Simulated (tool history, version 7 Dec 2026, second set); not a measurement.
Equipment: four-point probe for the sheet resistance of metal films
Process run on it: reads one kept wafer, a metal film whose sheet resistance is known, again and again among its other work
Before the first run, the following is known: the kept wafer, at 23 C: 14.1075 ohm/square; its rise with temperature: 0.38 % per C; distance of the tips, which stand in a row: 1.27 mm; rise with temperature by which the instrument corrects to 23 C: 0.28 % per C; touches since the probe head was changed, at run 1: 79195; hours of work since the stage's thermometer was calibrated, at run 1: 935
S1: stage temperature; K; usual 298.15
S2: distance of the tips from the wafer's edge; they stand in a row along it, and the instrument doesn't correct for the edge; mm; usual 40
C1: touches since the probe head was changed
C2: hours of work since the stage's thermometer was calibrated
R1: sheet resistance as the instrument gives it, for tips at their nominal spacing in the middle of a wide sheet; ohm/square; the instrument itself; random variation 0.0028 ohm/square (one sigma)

run,hour,S1,S2,C1,C2,R1
1,0,298.15,40,79195,935,14.183658
2,85.1,298.15,40,80831,997,14.181372
3,156.3,298.15,40,82198,1049,14.179809
4,232,298.15,40,83653,1104,14.184285
5,325.9,298.15,40,85456,1173,14.189055
6,403.6,298.15,40,86949,1230,14.183155
7,526,298.15,40,89300,1320,14.190911
8,583.1,298.15,3,90399,1361,15.414138
# hour 596.4: stage's thermometer calibrated
9,700.2,299.15,12,92638,76,14.277295
10,783.4,306.15,13,94237,137,14.356262
11,893.3,306.15,13,96347,217,14.358421
12,1019.1,302.15,14,98764,309,14.301901
13,1138.3,293.15,6,101054,396,14.456908
14,1242.5,298.15,19,103057,473,14.217712
15,1353.3,298.15,9,105185,554,14.340703

Below are 5 alternative next runs, each starting from the tool's condition after run 15. Predict each:
# hour 1378.2: stage's thermometer calibrated, once more
A,1452.3,306.15,23,107079,54,?
# hour 1378.2: stage's thermometer calibrated, once more
B,1452.3,307.15,3,107079,54,?
# hour 1378.2: stage's thermometer calibrated, once more
C,1452.3,303.15,32,107079,54,?
# hour 1378.2: stage's thermometer calibrated, once more
D,1452.3,298.15,7,107079,54,?
# hour 1378.2: stage's thermometer calibrated, once more
E,1452.3,298.15,32,107079,54,?

run,R1
A,14.350857
B,15.584543
C,14.300552
D,14.475682
E,14.232981
The same runs, with their run-to-run variation unchanged, on a tool lacking any hidden condition would have given:
run,R1
A,14.258919
B,15.485437
C,14.208949
D,14.383114
E,14.141843
